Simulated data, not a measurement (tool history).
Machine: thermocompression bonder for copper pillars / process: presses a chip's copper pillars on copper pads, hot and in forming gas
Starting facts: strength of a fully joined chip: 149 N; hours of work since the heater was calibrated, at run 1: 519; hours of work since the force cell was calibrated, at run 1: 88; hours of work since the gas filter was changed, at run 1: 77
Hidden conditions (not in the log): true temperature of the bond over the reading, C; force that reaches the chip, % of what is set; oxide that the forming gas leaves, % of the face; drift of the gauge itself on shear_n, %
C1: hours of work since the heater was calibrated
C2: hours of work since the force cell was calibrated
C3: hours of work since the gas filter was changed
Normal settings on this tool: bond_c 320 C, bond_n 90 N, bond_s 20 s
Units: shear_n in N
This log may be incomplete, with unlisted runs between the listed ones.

Run 1, hour 0: usual settings; C1 519; C2 88; C3 77. Result: shear_n 97.5 N.
Run 2, hour 17.6: usual settings; C1 527; C2 96; C3 84. Result: shear_n 97.9 N.
Run 3, hour 33.1: usual settings; C1 534; C2 103; C3 91. Result: shear_n 97.5 N.
Run 4, hour 50.7: usual settings; C1 542; C2 111; C3 99. Result: shear_n 98 N.
Run 5, hour 64.9: usual settings; C1 548; C2 117; C3 105. Result: shear_n 98.5 N.
Run 6, hour 76.9: usual settings; C1 553; C2 122; C3 110. Result: shear_n 98.9 N.
Run 7, hour 85.7: usual settings but bond_s 11 s; C1 557; C2 126; C3 114. Result: shear_n 81.9 N.
Run 8, hour 97.8: usual settings; C1 562; C2 131; C3 120. Result: shear_n 98.8 N.
Run 9, hour 116.5: usual settings; C1 570; C2 139; C3 128. Result: shear_n 98.8 N.
At hour 128.3: forming gas filter changed.
Run 10, hour 131.5: usual settings but bond_c 308 C; C1 577; C2 146; C3 1. Result: shear_n 92 N.
Run 11, hour 150.8: usual settings but bond_c 308 C; C1 585; C2 154; C3 10. Result: shear_n 92 N.
Run 12, hour 166.9: usual settings but bond_c 308 C; C1 592; C2 161; C3 17. Result: shear_n 92 N.
Run 13, hour 181.4: usual settings; C1 599; C2 168; C3 23. Result: shear_n 99.9 N.
At hour 196.5: gauge calibrated.
Run 14, hour 199.1: usual settings; C1 606; C2 175; C3 31. Result: shear_n 98 N.
Run 15, hour 216: usual settings; C1 614; C2 183; C3 38. Result: shear_n 98.3 N.
Run 16, hour 225: usual settings; C1 618; C2 187; C3 42. Result: shear_n 98.3 N.
Run 17, hour 237.4: usual settings; C1 623; C2 192; C3 48. Result: shear_n 97.9 N.
Run 18, hour 247.1: usual settings but bond_n 63 N; C1 627; C2 196; C3 52. Result: shear_n 83.9 N.
Run 19, hour 260.7: usual settings but bond_n 63 N; C1 633; C2 202; C3 58. Result: shear_n 83.9 N.
Run 20, hour 272: usual settings but bond_c 337 C; C1 638; C2 207; C3 63. Result: shear_n 108.1 N.
Run 21, hour 288.7: usual settings but bond_n 93 N; C1 646; C2 214; C3 70. Result: shear_n 100.5 N.
Run 22, hour 297.3: usual settings but bond_c 304 C, bond_n 76 N, bond_s 46 s; C1 649; C2 218; C3 74. Result: shear_n 105.3 N.
Run 23, hour 311.5: usual settings but bond_c 304 C, bond_n 76 N, bond_s 46 s; C1 656; C2 224; C3 80. Result: shear_n 104.7 N.
Run 24, hour 321: usual settings but bond_c 315 C, bond_n 76 N, bond_s 24 s; C1 660; C2 229; C3 84. Result: shear_n 94.2 N.
At hour 336.1: heater calibrated with a thermocouple chip.
Run 25, hour 342.1: usual settings but bond_c 307 C, bond_n 57 N, bond_s 15 s; C1 3; C2 237; C3 93. Result: shear_n 65.9 N.
Run 26, hour 360.8: usual settings but bond_c 307 C, bond_n 57 N, bond_s 15 s; C1 11; C2 245; C3 101. Result: shear_n 65.9 N.
Run 27, hour 375.8: usual settings but bond_c 337 C, bond_n 57 N, bond_s 27 s; C1 17; C2 252; C3 107. Result: shear_n 98.7 N.
Run 28, hour 387.8: usual settings but bond_c 337 C, bond_n 77 N, bond_s 13 s; C1 23; C2 257; C3 113. Result: shear_n 91 N.
Run 29, hour 402.5: usual settings but bond_c 309 C, bond_n 74 N, bond_s 55 s; C1 29; C2 263; C3 119. Result: shear_n 113.6 N.
Run 30, hour 410.9: usual settings but bond_c 309 C, bond_n 74 N, bond_s 55 s; C1 33; C2 267; C3 123. Result: shear_n 112.2 N.
Run 31, hour 421.4: usual settings but bond_c 309 C, bond_n 74 N, bond_s 55 s; C1 37; C2 272; C3 127. Result: shear_n 113.1 N.
Run 32, hour 430: usual settings but bond_c 309 C, bond_n 74 N, bond_s 55 s; C1 41; C2 275; C3 131. Result: shear_n 112.7 N.
At hour 433.3: forming gas filter changed.
Run 33, hour 447.6: usual settings but bond_n 91 N; C1 49; C2 283; C3 6. Result: shear_n 101 N.
Run 34, hour 457.3: usual settings but bond_n 91 N; C1 53; C2 287; C3 10. Result: shear_n 100.7 N.
Run 35, hour 465.9: usual settings but bond_c 323 C, bond_n 132 N, bond_s 24 s; C1 57; C2 291; C3 14. Result: shear_n 122.9 N.
Run 36, hour 476.7: usual settings but bond_c 304 C, bond_n 76 N; C1 61; C2 296; C3 19. Result: shear_n 83.8 N.
Run 37, hour 486.4: usual settings but bond_c 315 C, bond_n 94 N, bond_s 11 s; C1 66; C2 300; C3 23. Result: shear_n 82.9 N.
Run 38, hour 501.4: usual settings but bond_c 315 C, bond_n 94 N, bond_s 11 s; C1 72; C2 306; C3 30. Result: shear_n 82.5 N.
Run 39, hour 514.9: usual settings but bond_c 315 C, bond_n 63 N, bond_s 11 s; C1 78; C2 312; C3 36. Result: shear_n 67.3 N.
Run 40, hour 523: usual settings but bond_c 348 C, bond_s 27 s; C1 82; C2 316; C3 39. Result: shear_n 124.9 N.

Results for each run, recomputed without the tool's hidden state and with each run's random variation untouched:
run  shear_n
  1     97.4
  2     97.7
  3       97
  4     97.4
  5     97.7
  6       98
  7       81
  8     97.7
  9     97.5
 10     90.4
 11     90.2
 12     90.1
 13     97.6
 14     97.9
 15     97.9
 16     97.8
 17     97.2
 18     83.2
 19     83.1
 20    107.1
 21     99.3
 22    103.9
 23    103.2
 24     92.8
 25     64.9
 26     64.8
 27     96.9
 28     89.2
 29    111.2
 30    109.7
 31    110.4
 32      110
 33     98.2
 34     97.8
 35    119.2
 36     81.2
 37     80.3
 38     79.7
 39       65
 40    120.5
